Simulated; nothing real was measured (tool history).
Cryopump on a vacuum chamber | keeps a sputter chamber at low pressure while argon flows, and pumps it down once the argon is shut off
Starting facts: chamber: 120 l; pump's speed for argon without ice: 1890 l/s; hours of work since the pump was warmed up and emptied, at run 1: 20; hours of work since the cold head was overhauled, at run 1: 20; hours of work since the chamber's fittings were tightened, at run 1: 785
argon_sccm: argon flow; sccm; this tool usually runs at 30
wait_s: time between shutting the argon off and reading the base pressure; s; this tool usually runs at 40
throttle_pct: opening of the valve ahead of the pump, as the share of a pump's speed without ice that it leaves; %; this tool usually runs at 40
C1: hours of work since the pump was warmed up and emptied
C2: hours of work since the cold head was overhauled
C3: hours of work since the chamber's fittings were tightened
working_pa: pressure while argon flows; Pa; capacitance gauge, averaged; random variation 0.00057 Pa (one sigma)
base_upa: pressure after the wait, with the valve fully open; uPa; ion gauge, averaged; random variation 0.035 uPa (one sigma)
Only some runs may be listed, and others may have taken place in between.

{"run": 1, "hour": 0.0, "argon_sccm": 30, "wait_s": 40, "throttle_pct": 40, "C1": 20, "C2": 20, "C3": 785, "working_pa": 0.0683, "base_upa": 1.98}
{"run": 2, "hour": 14.8, "argon_sccm": 30, "wait_s": 40, "throttle_pct": 40, "C1": 28, "C2": 28, "C3": 794, "working_pa": 0.0679, "base_upa": 1.93}
{"run": 3, "hour": 31.0, "argon_sccm": 30, "wait_s": 40, "throttle_pct": 40, "C1": 37, "C2": 37, "C3": 803, "working_pa": 0.0675, "base_upa": 2.09}
{"run": 4, "hour": 40.4, "argon_sccm": 30, "wait_s": 40, "throttle_pct": 40, "C1": 42, "C2": 42, "C3": 808, "working_pa": 0.0679, "base_upa": 1.98}
{"run": 5, "hour": 52.8, "argon_sccm": 30, "wait_s": 40, "throttle_pct": 40, "C1": 49, "C2": 49, "C3": 815, "working_pa": 0.0676, "base_upa": 2.06}
{"run": 6, "hour": 62.1, "argon_sccm": 30, "wait_s": 40, "throttle_pct": 16, "C1": 54, "C2": 54, "C3": 820, "working_pa": 0.1681, "base_upa": 2.02}
{"run": 7, "hour": 76.8, "argon_sccm": 30, "wait_s": 40, "throttle_pct": 40, "C1": 62, "C2": 62, "C3": 828, "working_pa": 0.0684, "base_upa": 1.94}
{"run": 8, "hour": 93.1, "argon_sccm": 24, "wait_s": 272, "throttle_pct": 25, "C1": 71, "C2": 71, "C3": 837, "working_pa": 0.0862, "base_upa": 0.53}
{"run": 9, "hour": 108.9, "argon_sccm": 57, "wait_s": 22, "throttle_pct": 21, "C1": 80, "C2": 80, "C3": 846, "working_pa": 0.2454, "base_upa": 3.42}
{"run": 10, "hour": 128.1, "argon_sccm": 25, "wait_s": 36, "throttle_pct": 21, "C1": 91, "C2": 91, "C3": 857, "working_pa": 0.1079, "base_upa": 2.25}
{"run": 11, "hour": 136.4, "argon_sccm": 15, "wait_s": 133, "throttle_pct": 23, "C1": 96, "C2": 96, "C3": 861, "working_pa": 0.0607, "base_upa": 0.84}
{"run": 12, "hour": 150.6, "argon_sccm": 15, "wait_s": 133, "throttle_pct": 23, "C1": 103, "C2": 103, "C3": 869, "working_pa": 0.0604, "base_upa": 0.83}
{"run": 13, "hour": 165.4, "argon_sccm": 42, "wait_s": 33, "throttle_pct": 37, "C1": 112, "C2": 112, "C3": 878, "working_pa": 0.103, "base_upa": 2.37}

Below, some changes in working_pa between adjacent runs. For each, the amount present without the hidden state too (settings, incoming material, random variation) and the amount remaining for the hidden state with gauge scatter not shared by both compared results:
The hidden state here: pump's speed, % of a pump's without ice; cold plate's temperature, K; leak into the chamber, uPa l/s; drift of the gauge itself on working_pa, %; drift of the gauge itself on base_upa, %.
Run 8 -> 9: argon_sccm 24 -> 57, wait_s 272 -> 22, throttle_pct 25 -> 21. working_pa +0.1592 Pa: hidden state +0.0013, all else +0.1579.
